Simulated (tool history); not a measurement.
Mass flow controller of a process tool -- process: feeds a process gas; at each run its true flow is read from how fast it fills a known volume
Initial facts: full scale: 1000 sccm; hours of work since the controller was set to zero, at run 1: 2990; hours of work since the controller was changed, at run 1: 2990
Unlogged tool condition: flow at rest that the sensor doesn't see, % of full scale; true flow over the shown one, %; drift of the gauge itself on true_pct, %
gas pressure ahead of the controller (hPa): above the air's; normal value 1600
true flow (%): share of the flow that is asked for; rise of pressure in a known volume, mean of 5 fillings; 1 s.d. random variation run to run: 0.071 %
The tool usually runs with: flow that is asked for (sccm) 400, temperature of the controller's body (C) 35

run,hour,flow that is asked for (sccm),gas pressure ahead of the controller (hPa),temperature of the controller's body (C),hours of work since the controller was set to zero,hours of work since the controller was changed,true flow (%)
1,0.0,400,1600,35,2990,2990,99.30
2,227.9,400,1600,35,3101,3101,99.18
3,481.8,400,2580,35,3224,3224,98.97
4,836.1,400,2580,35,3396,3396,98.94
5,1067.3,400,1600,35,3508,3508,99.14
6,1372.6,195,1600,35,3656,3656,99.40
7,1618.6,195,1600,35,3776,3776,99.37
8,1872.6,400,1770,35,3899,3899,99.12
9,2053.2,400,1770,35,3987,3987,99.12
10,2333.8,400,1770,35,4123,4123,99.06
11,2681.1,400,2140,35,4291,4291,99.03
12,3038.2,400,1600,35,4465,4465,99.10
13,3208.7,400,1600,35,4548,4548,99.18
14,3371.4,400,1790,35,4626,4626,99.09
15,3584.2,400,1790,35,4730,4730,99.05
16,3934.1,400,1790,35,4900,4900,99.01
17,4162.1,400,1790,35,5010,5010,99.14
18,4325.8,332,1600,35,5090,5090,99.08
19,4628.0,332,1600,35,5236,5236,98.99
20,4780.7,332,1600,35,5310,5310,99.00
21,4946.1,332,1600,35,5391,5391,98.95
22,5310.0,400,1600,35,5567,5567,98.98
# hour 5337.3: controller's zero set anew
23,5535.3,400,1600,35,96,5676,99.29
24,5830.8,400,1600,35,239,5820,99.29
25,6024.7,400,1600,35,334,5914,99.29
26,6196.5,954,2250,35,417,5997,99.55
27,6398.6,954,2250,35,515,6095,99.44
# hour 6647.9: controller's zero set anew, once more
28,6654.9,295,1980,34,3,6219,97.68
29,6858.7,895,2540,34,102,6318,98.65
30,7062.9,895,2540,34,201,6417,98.61
31,7337.1,229,1930,29,334,6551,97.19
32,7638.4,229,1420,29,481,6697,97.31
33,7984.3,400,2130,35,649,6865,97.93
34,8325.2,364,2100,35,814,7030,97.72
35,8594.3,173,1600,35,945,7161,97.66
36,8799.6,109,1600,24,1044,7260,96.96
37,9088.2,400,1600,21,1184,7400,96.79
38,9268.6,400,1600,21,1272,7488,96.91
39,9621.7,400,1600,21,1443,7659,96.85
40,9969.4,400,1500,21,1612,7828,96.83
41,10137.4,400,1500,23,1693,7910,96.96
42,10341.2,400,1500,23,1792,8008,96.99
43,10622.5,379,2170,21,1929,8145,96.59
44,10889.0,379,2170,21,2058,8274,96.55
# hour 10980.2: controller exchanged for a calibrated one
45,11083.1,392,2700,21,50,50,98.41
46,11400.4,400,1740,28,204,204,99.28
47,11663.1,622,2050,22,331,331,99.22
48,12003.5,400,1660,35,497,497,99.76
49,12182.8,573,2350,23,584,584,99.11

How the hidden state differs across the entries between the runs, from the last listed run before each to the first after it:
From run 22 to run 23: controller's zero set anew (hour 5337.3)
  flow at rest that the sensor doesn't see, % of full scale: 0.29 -> 0.442; true flow over the shown one, %: -1.49 -> -1.51
  measured result minus the result with no hidden state, true flow (%): -0.77 -> -0.41
From run 27 to run 28: controller's zero set anew, once more (hour 6647.9)
  flow at rest that the sensor doesn't see, % of full scale: 0.459 -> 0.001; true flow over the shown one, %: -1.61 -> -1.64
  measured result minus the result with no hidden state, true flow (%): -1.13 -> -1.64
From run 44 to run 45: controller exchanged for a calibrated one (hour 10980.2)
  flow at rest that the sensor doesn't see, % of full scale: 0.09 -> 0.024; true flow over the shown one, %: -2.12 -> 0.14
  measured result minus the result with no hidden state, true flow (%): -1.89 -> +0.20

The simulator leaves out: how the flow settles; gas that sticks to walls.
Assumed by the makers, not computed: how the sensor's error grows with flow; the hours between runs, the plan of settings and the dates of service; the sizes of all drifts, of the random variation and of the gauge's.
